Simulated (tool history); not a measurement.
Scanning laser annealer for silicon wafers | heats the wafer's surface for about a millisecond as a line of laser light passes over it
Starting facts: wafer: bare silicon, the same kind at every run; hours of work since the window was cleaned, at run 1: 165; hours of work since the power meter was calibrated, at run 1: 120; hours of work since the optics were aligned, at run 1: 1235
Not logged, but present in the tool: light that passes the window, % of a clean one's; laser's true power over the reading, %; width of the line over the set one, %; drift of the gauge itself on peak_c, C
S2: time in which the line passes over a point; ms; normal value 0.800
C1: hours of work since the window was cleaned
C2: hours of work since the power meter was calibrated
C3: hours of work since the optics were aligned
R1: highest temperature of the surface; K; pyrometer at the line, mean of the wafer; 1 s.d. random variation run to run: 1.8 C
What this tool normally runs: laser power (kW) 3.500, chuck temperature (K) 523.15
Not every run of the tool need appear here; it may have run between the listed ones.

{"run": 1, "hour": 0.0, "laser power (kW)": 3.5, "S2": 0.8, "chuck temperature (K)": 523.15, "C1": 165, "C2": 120, "C3": 1235, "R1": 1211.15}
{"run": 2, "hour": 37.3, "laser power (kW)": 3.5, "S2": 0.8, "chuck temperature (K)": 523.15, "C1": 187, "C2": 142, "C3": 1258, "R1": 1211.15}
{"run": 3, "hour": 80.4, "laser power (kW)": 3.5, "S2": 0.8, "chuck temperature (K)": 523.15, "C1": 213, "C2": 168, "C3": 1284, "R1": 1212.15}
{"run": 4, "hour": 126.3, "laser power (kW)": 3.5, "S2": 0.8, "chuck temperature (K)": 523.15, "C1": 241, "C2": 196, "C3": 1311, "R1": 1210.15}
{"run": 5, "hour": 170.5, "laser power (kW)": 3.5, "S2": 0.8, "chuck temperature (K)": 532.15, "C1": 268, "C2": 223, "C3": 1338, "R1": 1216.15}
{"run": 6, "hour": 198.8, "laser power (kW)": 3.5, "S2": 0.8, "chuck temperature (K)": 532.15, "C1": 285, "C2": 240, "C3": 1355, "R1": 1214.15}
{"run": 7, "hour": 219.8, "laser power (kW)": 3.841, "S2": 0.8, "chuck temperature (K)": 532.15, "C1": 298, "C2": 253, "C3": 1368, "R1": 1293.15}
{"run": 8, "hour": 251.7, "laser power (kW)": 3.841, "S2": 0.8, "chuck temperature (K)": 532.15, "C1": 317, "C2": 272, "C3": 1387, "R1": 1291.15}
{"run": 9, "hour": 289.8, "laser power (kW)": 3.5, "S2": 0.8, "chuck temperature (K)": 523.15, "C1": 340, "C2": 295, "C3": 1410, "R1": 1209.15}
{"run": 10, "hour": 314.1, "laser power (kW)": 3.779, "S2": 0.8, "chuck temperature (K)": 523.15, "C1": 355, "C2": 310, "C3": 1425, "R1": 1266.15}
{"run": 11, "hour": 340.7, "laser power (kW)": 3.779, "S2": 0.8, "chuck temperature (K)": 523.15, "C1": 371, "C2": 326, "C3": 1441, "R1": 1270.15}
{"run": 12, "hour": 365.2, "laser power (kW)": 3.408, "S2": 0.8, "chuck temperature (K)": 523.15, "C1": 385, "C2": 340, "C3": 1456, "R1": 1181.15}
{"run": 13, "hour": 409.6, "laser power (kW)": 3.352, "S2": 0.8, "chuck temperature (K)": 523.15, "C1": 412, "C2": 367, "C3": 1483, "R1": 1169.15}
{"run": 14, "hour": 429.3, "laser power (kW)": 3.5, "S2": 0.8, "chuck temperature (K)": 523.15, "C1": 424, "C2": 379, "C3": 1494, "R1": 1203.15}
{"run": 15, "hour": 455.7, "laser power (kW)": 3.5, "S2": 0.8, "chuck temperature (K)": 523.15, "C1": 440, "C2": 395, "C3": 1510, "R1": 1202.15}
{"run": 16, "hour": 491.2, "laser power (kW)": 3.775, "S2": 0.8, "chuck temperature (K)": 523.15, "C1": 462, "C2": 416, "C3": 1532, "R1": 1265.15}
{"hour": 526.6, "done": "optics aligned, line set to its width"}
{"run": 17, "hour": 527.3, "laser power (kW)": 3.5, "S2": 0.8, "chuck temperature (K)": 523.15, "C1": 480, "C2": 435, "C3": 0, "R1": 1216.15}
{"run": 18, "hour": 552.5, "laser power (kW)": 3.5, "S2": 0.8, "chuck temperature (K)": 523.15, "C1": 495, "C2": 450, "C3": 16, "R1": 1214.15}
{"run": 19, "hour": 591.4, "laser power (kW)": 3.5, "S2": 0.8, "chuck temperature (K)": 523.15, "C1": 519, "C2": 474, "C3": 39, "R1": 1213.15}
{"run": 20, "hour": 628.9, "laser power (kW)": 3.5, "S2": 0.8, "chuck temperature (K)": 523.15, "C1": 542, "C2": 497, "C3": 62, "R1": 1214.15}
{"run": 21, "hour": 671.4, "laser power (kW)": 3.5, "S2": 0.8, "chuck temperature (K)": 523.15, "C1": 567, "C2": 522, "C3": 87, "R1": 1211.15}
{"run": 22, "hour": 707.5, "laser power (kW)": 3.413, "S2": 0.712, "chuck temperature (K)": 535.15, "C1": 589, "C2": 544, "C3": 109, "R1": 1160.15}
{"run": 23, "hour": 745.0, "laser power (kW)": 3.413, "S2": 0.712, "chuck temperature (K)": 485.15, "C1": 612, "C2": 567, "C3": 132, "R1": 1108.15}
{"run": 24, "hour": 772.3, "laser power (kW)": 3.413, "S2": 0.712, "chuck temperature (K)": 485.15, "C1": 628, "C2": 583, "C3": 148, "R1": 1108.15}
{"run": 25, "hour": 816.0, "laser power (kW)": 3.5, "S2": 0.78, "chuck temperature (K)": 512.15, "C1": 655, "C2": 610, "C3": 175, "R1": 1190.15}
{"hour": 849.4, "done": "window over the wafer cleaned"}
{"run": 26, "hour": 851.4, "laser power (kW)": 3.227, "S2": 0.8, "chuck temperature (K)": 513.15, "C1": 1, "C2": 630, "C3": 195, "R1": 1150.15}
{"run": 27, "hour": 876.0, "laser power (kW)": 3.193, "S2": 0.662, "chuck temperature (K)": 529.15, "C1": 16, "C2": 645, "C3": 210, "R1": 1093.15}
{"run": 28, "hour": 920.6, "laser power (kW)": 3.193, "S2": 0.662, "chuck temperature (K)": 529.15, "C1": 43, "C2": 672, "C3": 237, "R1": 1092.15}
{"run": 29, "hour": 968.6, "laser power (kW)": 3.193, "S2": 0.662, "chuck temperature (K)": 529.15, "C1": 72, "C2": 701, "C3": 266, "R1": 1090.15}
{"run": 30, "hour": 1013.4, "laser power (kW)": 3.193, "S2": 0.662, "chuck temperature (K)": 529.15, "C1": 99, "C2": 728, "C3": 293, "R1": 1091.15}
{"run": 31, "hour": 1038.3, "laser power (kW)": 3.193, "S2": 0.662, "chuck temperature (K)": 529.15, "C1": 114, "C2": 743, "C3": 308, "R1": 1092.15}
{"run": 32, "hour": 1058.1, "laser power (kW)": 3.193, "S2": 0.662, "chuck temperature (K)": 529.15, "C1": 126, "C2": 755, "C3": 320, "R1": 1091.15}
{"run": 33, "hour": 1089.8, "laser power (kW)": 3.193, "S2": 0.662, "chuck temperature (K)": 529.15, "C1": 145, "C2": 774, "C3": 339, "R1": 1089.15}
{"run": 34, "hour": 1119.4, "laser power (kW)": 3.67, "S2": 0.806, "chuck temperature (K)": 523.15, "C1": 163, "C2": 792, "C3": 357, "R1": 1258.15}
{"run": 35, "hour": 1149.7, "laser power (kW)": 3.67, "S2": 0.806, "chuck temperature (K)": 523.15, "C1": 181, "C2": 810, "C3": 375, "R1": 1257.15}
{"run": 36, "hour": 1177.0, "laser power (kW)": 3.516, "S2": 0.806, "chuck temperature (K)": 507.15, "C1": 198, "C2": 826, "C3": 392, "R1": 1204.15}
{"run": 37, "hour": 1202.5, "laser power (kW)": 3.089, "S2": 0.658, "chuck temperature (K)": 502.15, "C1": 213, "C2": 842, "C3": 407, "R1": 1036.15}
{"run": 38, "hour": 1244.2, "laser power (kW)": 3.231, "S2": 0.7, "chuck temperature (K)": 502.15, "C1": 238, "C2": 867, "C3": 432, "R1": 1084.15}
{"run": 39, "hour": 1270.1, "laser power (kW)": 3.231, "S2": 0.7, "chuck temperature (K)": 502.15, "C1": 254, "C2": 883, "C3": 448, "R1": 1082.15}
{"run": 40, "hour": 1298.6, "laser power (kW)": 3.578, "S2": 0.8, "chuck temperature (K)": 527.15, "C1": 271, "C2": 900, "C3": 465, "R1": 1231.15}

Branching from run 40: 4 alternative next runs. What would each branch give?
{"run": "A", "hour": 1325.8, "laser power (kW)": 3.704, "S2": 0.8, "chuck temperature (K)": 542.15, "C1": 288, "C2": 916, "C3": 482, "R1": "?"}
{"run": "B", "hour": 1325.8, "laser power (kW)": 3.578, "S2": 0.8, "chuck temperature (K)": 484.15, "C1": 288, "C2": 916, "C3": 482, "R1": "?"}
{"run": "C", "hour": 1325.8, "laser power (kW)": 3.606, "S2": 0.8, "chuck temperature (K)": 523.15, "C1": 288, "C2": 916, "C3": 482, "R1": "?"}
{"run": "D", "hour": 1325.8, "laser power (kW)": 2.991, "S2": 0.877, "chuck temperature (K)": 520.15, "C1": 288, "C2": 916, "C3": 482, "R1": "?"}

run=A R1=1278.15
run=B R1=1193.15
run=C R1=1236.15
run=D R1=1123.15
With the hidden condition removed and each run's random variation left untouched, the same runs would have given:
run=A R1=1300.15
run=B R1=1215.15
run=C R1=1258.15
run=D R1=1142.15

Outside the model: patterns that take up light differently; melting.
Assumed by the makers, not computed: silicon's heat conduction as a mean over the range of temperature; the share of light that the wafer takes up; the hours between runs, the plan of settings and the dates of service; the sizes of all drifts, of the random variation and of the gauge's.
